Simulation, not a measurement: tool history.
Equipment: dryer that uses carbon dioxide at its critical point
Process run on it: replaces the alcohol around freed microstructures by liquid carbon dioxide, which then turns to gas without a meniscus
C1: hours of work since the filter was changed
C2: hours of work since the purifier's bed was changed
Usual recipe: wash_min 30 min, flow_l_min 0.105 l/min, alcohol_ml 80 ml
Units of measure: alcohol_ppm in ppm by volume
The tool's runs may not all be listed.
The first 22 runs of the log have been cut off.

{"run": 23, "hour": 381.5, "wash_min": 19, "flow_l_min": 0.124, "alcohol_ml": 74, "C1": 22, "C2": 381, "alcohol_ppm": 3001}
{"run": 24, "hour": 396.0, "wash_min": 26, "flow_l_min": 0.117, "alcohol_ml": 80, "C1": 31, "C2": 390, "alcohol_ppm": 1109}
{"run": 25, "hour": 421.5, "wash_min": 30, "flow_l_min": 0.068, "alcohol_ml": 37, "C1": 46, "C2": 406, "alcohol_ppm": 2489}
{"run": 26, "hour": 446.6, "wash_min": 41, "flow_l_min": 0.068, "alcohol_ml": 37, "C1": 62, "C2": 421, "alcohol_ppm": 803}
{"run": 27, "hour": 470.1, "wash_min": 41, "flow_l_min": 0.068, "alcohol_ml": 37, "C1": 76, "C2": 436, "alcohol_ppm": 785}
{"run": 28, "hour": 489.7, "wash_min": 20, "flow_l_min": 0.105, "alcohol_ml": 80, "C1": 89, "C2": 448, "alcohol_ppm": 5245}
{"run": 29, "hour": 501.7, "wash_min": 20, "flow_l_min": 0.105, "alcohol_ml": 80, "C1": 96, "C2": 455, "alcohol_ppm": 5413}
{"run": 30, "hour": 512.8, "wash_min": 20, "flow_l_min": 0.105, "alcohol_ml": 80, "C1": 103, "C2": 462, "alcohol_ppm": 5443}
{"run": 31, "hour": 525.2, "wash_min": 20, "flow_l_min": 0.105, "alcohol_ml": 80, "C1": 110, "C2": 470, "alcohol_ppm": 5486}
{"run": 32, "hour": 540.1, "wash_min": 35, "flow_l_min": 0.074, "alcohol_ml": 23, "C1": 120, "C2": 479, "alcohol_ppm": 794}

Forecast each of these 5 alternatives for the next run:
{"run": "A", "hour": 556.8, "wash_min": 30, "flow_l_min": 0.109, "alcohol_ml": 80, "C1": 130, "C2": 489, "alcohol_ppm": "?"}
{"run": "B", "hour": 556.8, "wash_min": 30, "flow_l_min": 0.105, "alcohol_ml": 93, "C1": 130, "C2": 489, "alcohol_ppm": "?"}
{"run": "C", "hour": 556.8, "wash_min": 23, "flow_l_min": 0.074, "alcohol_ml": 34, "C1": 130, "C2": 489, "alcohol_ppm": "?"}
{"run": "D", "hour": 556.8, "wash_min": 30, "flow_l_min": 0.084, "alcohol_ml": 23, "C1": 130, "C2": 489, "alcohol_ppm": "?"}
{"run": "E", "hour": 556.8, "wash_min": 30, "flow_l_min": 0.17, "alcohol_ml": 30, "C1": 130, "C2": 489, "alcohol_ppm": "?"}

run=A alcohol_ppm=945
run=B alcohol_ppm=1312
run=C alcohol_ppm=4344
run=D alcohol_ppm=859
run=E alcohol_ppm=96
Had the tool no hidden state, the same runs would have come out as:
run=A alcohol_ppm=683
run=B alcohol_ppm=977
run=C alcohol_ppm=3746
run=D alcohol_ppm=651
run=E alcohol_ppm=20
